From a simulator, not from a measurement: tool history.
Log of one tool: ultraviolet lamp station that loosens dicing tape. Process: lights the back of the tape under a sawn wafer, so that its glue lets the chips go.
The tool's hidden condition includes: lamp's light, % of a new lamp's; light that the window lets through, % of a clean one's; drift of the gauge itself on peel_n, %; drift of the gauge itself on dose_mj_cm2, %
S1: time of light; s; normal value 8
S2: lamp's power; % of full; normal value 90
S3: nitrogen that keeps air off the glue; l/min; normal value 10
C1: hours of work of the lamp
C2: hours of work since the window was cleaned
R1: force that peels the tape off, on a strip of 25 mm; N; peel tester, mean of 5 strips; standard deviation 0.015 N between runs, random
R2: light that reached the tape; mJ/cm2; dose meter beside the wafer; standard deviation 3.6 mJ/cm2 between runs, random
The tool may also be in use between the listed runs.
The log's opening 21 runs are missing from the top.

| run | hour | S1 | S2 | S3 | C1 | C2 | R1 | R2 |
|---|---|---|---|---|---|---|---|---|
| 22 | 777.7 | 8 | 90 | 10 | 667 | 309 | 0.694 | 609 |
| 23 | 829.4 | 8 | 90 | 10 | 696 | 337 | 0.67 | 612 |
| 24 | 859.2 | 8 | 90 | 10 | 712 | 354 | 0.701 | 614 |
| 25 | 910.2 | 8 | 73 | 10 | 741 | 383 | 1.03 | 501 |
| 26 | 949 | 9 | 61 | 7 | 762 | 404 | 1.47 | 474 |
| 27 | 973.4 | 9 | 61 | 7 | 776 | 418 | 1.496 | 466 |
| 28 | 1001.6 | 9 | 65 | 7 | 792 | 434 | 1.386 | 499 |
| 29 | 1035.8 | 5 | 63 | 4 | 811 | 453 | 3.856 | 269 |
|  | 1066.9 | lamp changed |
| 30 | 1082.8 | 5 | 90 | 10 | 9 | 479 | 1.624 | 388 |
| 31 | 1121 | 8 | 87 | 10 | 30 | 500 | 0.754 | 600 |
| 32 | 1162.9 | 10 | 90 | 10 | 54 | 523 | 0.421 | 777 |

The next listed run, before its measurement:
| 33 | 1187.3 | 4 | 81 | 10 | 67 | 537 | ? | ? |

R1: 2.528 N
R2: 280 mJ/cm2
Were there no unlogged condition in the tool, this run, its random variation unchanged, would have produced R1 2.527 N, R2 275 mJ/cm2.

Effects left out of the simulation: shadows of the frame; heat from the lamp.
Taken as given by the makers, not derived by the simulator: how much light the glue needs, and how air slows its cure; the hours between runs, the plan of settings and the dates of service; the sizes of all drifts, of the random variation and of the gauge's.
